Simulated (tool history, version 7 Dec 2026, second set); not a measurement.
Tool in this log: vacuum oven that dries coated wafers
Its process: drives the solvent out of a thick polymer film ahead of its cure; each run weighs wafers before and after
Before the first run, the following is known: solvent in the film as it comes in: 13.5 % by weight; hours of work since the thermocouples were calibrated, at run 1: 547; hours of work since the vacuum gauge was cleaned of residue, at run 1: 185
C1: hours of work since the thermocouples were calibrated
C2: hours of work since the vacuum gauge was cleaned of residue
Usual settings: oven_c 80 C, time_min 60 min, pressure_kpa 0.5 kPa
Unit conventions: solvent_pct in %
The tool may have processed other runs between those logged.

{"run": 1, "day": 0.0, "oven_c": 80, "time_min": 60, "pressure_kpa": 0.5, "C1": 547, "C2": 185, "solvent_pct": 0.93}
{"run": 2, "day": 0.417, "oven_c": 80, "time_min": 60, "pressure_kpa": 0.5, "C1": 553, "C2": 191, "solvent_pct": 0.91}
{"run": 3, "day": 0.846, "oven_c": 80, "time_min": 60, "pressure_kpa": 0.5, "C1": 558, "C2": 196, "solvent_pct": 0.92}
{"run": 4, "day": 1.667, "oven_c": 80, "time_min": 38, "pressure_kpa": 0.5, "C1": 569, "C2": 207, "solvent_pct": 2.13}
{"run": 5, "day": 2.217, "oven_c": 80, "time_min": 38, "pressure_kpa": 0.5, "C1": 576, "C2": 213, "solvent_pct": 2.13}
{"run": 6, "day": 2.721, "oven_c": 80, "time_min": 38, "pressure_kpa": 0.5, "C1": 582, "C2": 220, "solvent_pct": 2.14}
{"run": 7, "day": 3.208, "oven_c": 80, "time_min": 38, "pressure_kpa": 0.5, "C1": 588, "C2": 226, "solvent_pct": 2.17}
{"day": 3.362, "done": "oven's thermocouples calibrated"}
{"run": 8, "day": 4.058, "oven_c": 80, "time_min": 88, "pressure_kpa": 0.5, "C1": 9, "C2": 236, "solvent_pct": 0.46}
{"run": 9, "day": 4.688, "oven_c": 80, "time_min": 60, "pressure_kpa": 0.5, "C1": 17, "C2": 244, "solvent_pct": 1.02}
{"day": 5.238, "done": "oven's thermocouples calibrated, once more"}
{"run": 10, "day": 5.367, "oven_c": 80, "time_min": 60, "pressure_kpa": 0.5, "C1": 2, "C2": 251, "solvent_pct": 0.86}
{"run": 11, "day": 5.712, "oven_c": 80, "time_min": 33, "pressure_kpa": 0.5, "C1": 6, "C2": 256, "solvent_pct": 2.48}
{"run": 12, "day": 6.358, "oven_c": 74, "time_min": 33, "pressure_kpa": 0.5, "C1": 14, "C2": 264, "solvent_pct": 4.06}
{"run": 13, "day": 6.904, "oven_c": 90, "time_min": 56, "pressure_kpa": 1.99, "C1": 21, "C2": 271, "solvent_pct": 0.65}
{"run": 14, "day": 7.683, "oven_c": 75, "time_min": 60, "pressure_kpa": 0.462, "C1": 31, "C2": 281, "solvent_pct": 1.7}
{"run": 15, "day": 8.467, "oven_c": 85, "time_min": 93, "pressure_kpa": 0.407, "C1": 41, "C2": 291, "solvent_pct": 0.18}
{"run": 16, "day": 9.112, "oven_c": 67, "time_min": 37, "pressure_kpa": 0.272, "C1": 49, "C2": 299, "solvent_pct": 5.49}
{"run": 17, "day": 9.542, "oven_c": 67, "time_min": 41, "pressure_kpa": 0.496, "C1": 55, "C2": 304, "solvent_pct": 5.15}
{"run": 18, "day": 10.029, "oven_c": 80, "time_min": 36, "pressure_kpa": 0.343, "C1": 61, "C2": 310, "solvent_pct": 2.13}
{"run": 19, "day": 10.771, "oven_c": 88, "time_min": 60, "pressure_kpa": 0.5, "C1": 70, "C2": 320, "solvent_pct": 0.24}

For each entry between runs, how does the tool's hidden state at the last listed run before it compare with that at the first listed run after it?
In the gap between runs 7 and 8: oven's thermocouples calibrated (day 3.362)
  true wafer temperature over the reading, C: -1.11 -> -1.49; true pressure over the reading, kPa: 0.081 -> 0.085
  the result without the hidden state subtracted from the measured one, solvent_pct: +0.27 -> +0.12 %
In the gap between runs 9 and 10: oven's thermocouples calibrated, once more (day 5.238)
  true wafer temperature over the reading, C: -1.5 -> -0.29; true pressure over the reading, kPa: 0.088 -> 0.091
  the result without the hidden state subtracted from the measured one, solvent_pct: +0.24 -> +0.07 %

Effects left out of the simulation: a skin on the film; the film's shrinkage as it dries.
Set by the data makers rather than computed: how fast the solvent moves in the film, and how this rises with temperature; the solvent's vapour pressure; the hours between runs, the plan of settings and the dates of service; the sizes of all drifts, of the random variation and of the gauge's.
